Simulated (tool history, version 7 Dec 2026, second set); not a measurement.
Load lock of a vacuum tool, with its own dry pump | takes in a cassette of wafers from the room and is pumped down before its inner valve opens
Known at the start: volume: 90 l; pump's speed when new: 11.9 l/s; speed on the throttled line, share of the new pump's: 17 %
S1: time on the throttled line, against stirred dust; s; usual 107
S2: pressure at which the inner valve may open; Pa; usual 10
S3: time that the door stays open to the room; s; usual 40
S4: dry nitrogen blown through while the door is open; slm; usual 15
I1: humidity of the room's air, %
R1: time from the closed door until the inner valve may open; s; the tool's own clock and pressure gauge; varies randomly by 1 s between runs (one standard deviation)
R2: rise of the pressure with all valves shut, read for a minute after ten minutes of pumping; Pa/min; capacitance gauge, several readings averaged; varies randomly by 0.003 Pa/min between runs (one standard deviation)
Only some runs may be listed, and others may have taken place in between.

{"run": 1, "hour": 0.0, "S1": 107, "S2": 10, "S3": 40, "S4": 15, "I1": 45.1, "R1": 161.8, "R2": 0.18}
{"run": 2, "hour": 168.7, "S1": 107, "S2": 10, "S3": 40, "S4": 15, "I1": 46, "R1": 159.4, "R2": 0.189}
{"run": 3, "hour": 268.5, "S1": 107, "S2": 10, "S3": 40, "S4": 15, "I1": 48.7, "R1": 161.6, "R2": 0.183}
{"run": 4, "hour": 381.9, "S1": 107, "S2": 10, "S3": 40, "S4": 15, "I1": 43.4, "R1": 160.8, "R2": 0.198}
{"run": 5, "hour": 457.4, "S1": 107, "S2": 10, "S3": 40, "S4": 15, "I1": 43.6, "R1": 162.2, "R2": 0.199}
{"run": 6, "hour": 596.9, "S1": 107, "S2": 10, "S3": 40, "S4": 15, "I1": 46.7, "R1": 161.6, "R2": 0.21}
{"run": 7, "hour": 760.7, "S1": 107, "S2": 10, "S3": 40, "S4": 15, "I1": 45.7, "R1": 161.6, "R2": 0.216}
{"hour": 830.4, "done": "door's seal changed, seat wiped"}
{"run": 8, "hour": 916.8, "S1": 107, "S2": 10, "S3": 40, "S4": 15, "I1": 43.8, "R1": 161.2, "R2": 0.019}
{"run": 9, "hour": 1090.2, "S1": 107, "S2": 10, "S3": 40, "S4": 15, "I1": 45.9, "R1": 161.1, "R2": 0.025}
{"run": 10, "hour": 1210.0, "S1": 107, "S2": 10, "S3": 40, "S4": 15, "I1": 43.8, "R1": 160, "R2": 0.028}
{"run": 11, "hour": 1292.0, "S1": 128, "S2": 10, "S3": 40, "S4": 15, "I1": 45.6, "R1": 178.5, "R2": 0.03}
{"run": 12, "hour": 1383.7, "S1": 107, "S2": 10, "S3": 40, "S4": 10, "I1": 45.6, "R1": 160.9, "R2": 0.032}
{"run": 13, "hour": 1522.9, "S1": 107, "S2": 10, "S3": 40, "S4": 10, "I1": 45.4, "R1": 160.9, "R2": 0.034}
{"run": 14, "hour": 1680.0, "S1": 107, "S2": 10, "S3": 40, "S4": 10, "I1": 44.8, "R1": 161.9, "R2": 0.038}
{"run": 15, "hour": 1775.3, "S1": 86, "S2": 10, "S3": 40, "S4": 15, "I1": 46.3, "R1": 144.4, "R2": 0.038}
{"run": 16, "hour": 1877.0, "S1": 86, "S2": 10, "S3": 40, "S4": 15, "I1": 47.6, "R1": 143.4, "R2": 0.039}
{"run": 17, "hour": 1988.2, "S1": 79, "S2": 10, "S3": 40, "S4": 15, "I1": 43.1, "R1": 139.1, "R2": 0.042}
{"run": 18, "hour": 2098.8, "S1": 88, "S2": 10, "S3": 38, "S4": 7, "I1": 46.8, "R1": 146.3, "R2": 0.048}
{"run": 19, "hour": 2223.6, "S1": 88, "S2": 10, "S3": 38, "S4": 7, "I1": 44.2, "R1": 145.1, "R2": 0.051}
{"run": 20, "hour": 2363.3, "S1": 88, "S2": 10, "S3": 38, "S4": 7, "I1": 45.2, "R1": 147.2, "R2": 0.054}
{"run": 21, "hour": 2461.1, "S1": 113, "S2": 15, "S3": 65, "S4": 19, "I1": 45.5, "R1": 163.6, "R2": 0.054}
{"run": 22, "hour": 2580.4, "S1": 65, "S2": 10, "S3": 40, "S4": 15, "I1": 45, "R1": 128.4, "R2": 0.045}
{"run": 23, "hour": 2739.1, "S1": 97, "S2": 10, "S3": 40, "S4": 34, "I1": 44.3, "R1": 154.2, "R2": 0.045}
{"run": 24, "hour": 2873.2, "S1": 107, "S2": 10, "S3": 40, "S4": 7, "I1": 45, "R1": 162.2, "R2": 0.068}
{"run": 25, "hour": 3038.3, "S1": 107, "S2": 8, "S3": 61, "S4": 4, "I1": 50.7, "R1": 164.2, "R2": 0.082}
{"run": 26, "hour": 3202.1, "S1": 107, "S2": 8, "S3": 61, "S4": 4, "I1": 43.9, "R1": 163.4, "R2": 0.083}
{"run": 27, "hour": 3326.1, "S1": 192, "S2": 10, "S3": 40, "S4": 23, "I1": 45.7, "R1": 232.6, "R2": 0.068}
{"run": 28, "hour": 3467.9, "S1": 70, "S2": 10, "S3": 36, "S4": 5, "I1": 46, "R1": 132.4, "R2": 0.087}
{"run": 29, "hour": 3604.1, "S1": 111, "S2": 10, "S3": 76, "S4": 15, "I1": 45.3, "R1": 166.9, "R2": 0.09}
{"run": 30, "hour": 3716.6, "S1": 111, "S2": 10, "S3": 76, "S4": 15, "I1": 45.4, "R1": 164.2, "R2": 0.093}
{"run": 31, "hour": 3820.5, "S1": 107, "S2": 10, "S3": 230, "S4": 10, "I1": 49, "R1": 161.7, "R2": 0.148}
{"run": 32, "hour": 3921.6, "S1": 55, "S2": 18, "S3": 89, "S4": 15, "I1": 44.3, "R1": 115.4, "R2": 0.101}
{"run": 33, "hour": 4006.8, "S1": 113, "S2": 8, "S3": 211, "S4": 44, "I1": 45.3, "R1": 172.3, "R2": 0.11}
{"run": 34, "hour": 4102.3, "S1": 185, "S2": 10, "S3": 29, "S4": 15, "I1": 43.1, "R1": 227.4, "R2": 0.09}

What would each run have given without the hidden state, its run-to-run variation left as it was?
The tool's hidden condition here consists of: pump's speed, % of a new pump's; leak at the door's seal, Pa l/s; drift of the gauge itself on ready_s, %; drift of the gauge itself on rise_pa_min, %.
run=1 R1=160.6 R2=0.024
run=2 R1=158.1 R2=0.023
run=3 R1=160.3 R2=0.018
run=4 R1=159.4 R2=0.023
run=5 R1=160.8 R2=0.023
run=6 R1=160.1 R2=0.026
run=7 R1=160 R2=0.025
run=8 R1=159.5 R2=0.017
run=9 R1=159.4 R2=0.021
run=10 R1=158.2 R2=0.023
run=11 R1=176.7 R2=0.024
run=12 R1=159 R2=0.026
run=13 R1=158.9 R2=0.025
run=14 R1=159.9 R2=0.027
run=15 R1=142.1 R2=0.026
run=16 R1=141.1 R2=0.025
run=17 R1=136.7 R2=0.026
run=18 R1=143.9 R2=0.031
run=19 R1=142.7 R2=0.031
run=20 R1=144.6 R2=0.032
run=21 R1=161.3 R2=0.029
run=22 R1=125.5 R2=0.017
run=23 R1=151.5 R2=0.015
run=24 R1=159.5 R2=0.035
run=25 R1=161.3 R2=0.046
run=26 R1=160.4 R2=0.041
run=27 R1=230.5 R2=0.025
run=28 R1=129 R2=0.038
run=29 R1=163.8 R2=0.039
run=30 R1=161.2 R2=0.038
run=31 R1=158.5 R2=0.09
run=32 R1=111.9 R2=0.039
run=33 R1=168.7 R2=0.045
run=34 R1=224.9 R2=0.022
